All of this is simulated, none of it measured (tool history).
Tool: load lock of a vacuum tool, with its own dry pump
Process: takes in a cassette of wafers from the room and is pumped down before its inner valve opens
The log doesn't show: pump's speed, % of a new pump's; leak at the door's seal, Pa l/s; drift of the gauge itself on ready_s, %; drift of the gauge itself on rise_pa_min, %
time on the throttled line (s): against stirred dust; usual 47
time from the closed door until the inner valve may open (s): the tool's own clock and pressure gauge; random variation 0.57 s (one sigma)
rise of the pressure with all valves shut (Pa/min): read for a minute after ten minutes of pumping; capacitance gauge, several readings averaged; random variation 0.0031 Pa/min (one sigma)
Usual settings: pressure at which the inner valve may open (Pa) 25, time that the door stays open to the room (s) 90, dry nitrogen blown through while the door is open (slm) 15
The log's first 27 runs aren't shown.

run,hour,time on the throttled line (s),pressure at which the inner valve may open (Pa),time that the door stays open to the room (s),dry nitrogen blown through while the door is open (slm),hours that the pump has run since its overhaul,times that the door has closed on its seal,"incoming humidity of the room's air, %",time from the closed door until the inner valve may open (s),rise of the pressure with all valves shut (Pa/min)
28,3034.2,24,47,167,16,7635,14525,45.3,75.5,0.095
29,3177.6,47,34,33,15,7779,14899,46.1,94.7,0.035
30,3279.6,47,25,88,10,7881,15165,46.1,97.4,0.074
31,3369.1,57,39,101,24,7970,15399,46.4,101.4,0.065
32,3496.6,57,39,101,24,8098,15732,45.5,101.6,0.059
33,3580.1,47,19,90,9,8181,15950,44.6,98.8,0.075
34,3682.4,69,19,90,13,8283,16218,46.6,117.2,0.064
35,3765.0,69,19,90,13,8366,16433,44.0,115.3,0.069
36,3884.4,63,28,216,16,8485,16745,47.0,108.1,0.124
37,3976.3,62,45,216,6,8577,16985,42.2,103.8,0.138

Forecast each of these 4 alternatives for the next run:
A,4107.1,82,31,216,11,8708,17327,45.4,?,?
B,4107.1,62,45,216,14,8708,17327,44.4,?,?
C,4107.1,70,45,216,6,8708,17327,48.5,?,?
D,4107.1,47,43,35,5,8708,17327,44.5,?,?

run,time from the closed door until the inner valve may open (s),rise of the pressure with all valves shut (Pa/min)
A,121.4,0.136
B,103.4,0.117
C,110.7,0.156
D,94.3,0.041
Without the tool's hidden state the same runs would have given:
run,time from the closed door until the inner valve may open (s),rise of the pressure with all valves shut (Pa/min)
A,121.4,0.135
B,103.3,0.117
C,110.7,0.156
D,94.3,0.041
